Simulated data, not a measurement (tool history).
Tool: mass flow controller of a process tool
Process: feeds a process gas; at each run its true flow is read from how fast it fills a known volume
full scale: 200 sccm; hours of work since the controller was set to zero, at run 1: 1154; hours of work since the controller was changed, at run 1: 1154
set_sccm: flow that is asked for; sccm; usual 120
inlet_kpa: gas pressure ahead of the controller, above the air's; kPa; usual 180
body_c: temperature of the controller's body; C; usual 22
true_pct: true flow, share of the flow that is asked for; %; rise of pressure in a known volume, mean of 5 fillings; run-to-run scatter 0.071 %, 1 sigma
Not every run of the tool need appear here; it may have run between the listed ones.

run    hour  set_sccm  inlet_kpa  body_c  hours of work since the controller was set to zero  hours of work since the controller was changed  true_pct
  1       0       120        180      22                                                1154                                            1154      99.8
  2   110.5       120        180      22                                                1214                                            1214     99.85
  3   198.2       120        180      22                                                1262                                            1262     99.78
  4   259.1       120        180      22                                                1295                                            1295     99.74
  5   351.1       127        180      22                                                1345                                            1345     99.89
  6   441.6       127        180      22                                                1394                                            1394     99.89
  7   533.3       127        180      22                                                1444                                            1444     99.91
  8   629.8       120        180      22                                                1497                                            1497     99.97
  9   697.1       120        180      22                                                1533                                            1533     99.84
 10   820.6       120        180      29                                                1601                                            1601     99.52
 11   910.8        44        180      29                                                1650                                            1650     99.09
 12   992.7        44        180      29                                                1694                                            1694     99.04
 13    1091        44        162      29                                                1748                                            1748     99.18
 14  1234.8        44        162      29                                                1826                                            1826     99.15
 15  1315.6        59        153      25                                                1870                                            1870     99.58
 16  1448.7       153        261      40                                                1943                                            1943     98.45
 17  1523.6       120        216      22                                                1983                                            1983     99.53
 18  1660.3       105        246      22                                                2058                                            2058     99.22
 19  1750.7        34        168      38                                                2107                                            2107     98.59
 20  1842.5       144        207      24                                                2157                                            2157     99.73
 21    1949       120        180      31                                                2215                                            2215     99.25
 22  2078.2       120        180      24                                                2285                                            2285     99.92
 23  2197.8        64        221      24                                                2351                                            2351     99.14
 24  2326.8        64        221      24                                                2421                                            2421     99.09
 25  2473.2        29        187      22                                                2501                                            2501     99.25
 26  2575.9        29        187      22                                                2557                                            2557     99.26
 27  2680.2       151        155      22                                                2613                                            2613    100.14

Predict each of these 3 candidate next runs independently; none follows another, all start after run 27:
  A  2826.3       111        180      21                                                2693                                            2693         ?
  B  2826.3       120        164      22                                                2693                                            2693         ?
  C  2826.3        75        155      22                                                2693                                            2693         ?

run  true_pct
  A     99.83
  B    100.09
  C      99.9
Without the tool's hidden state the same runs would have given:
run  true_pct
  A     99.84
  B     100.1
  C     99.91
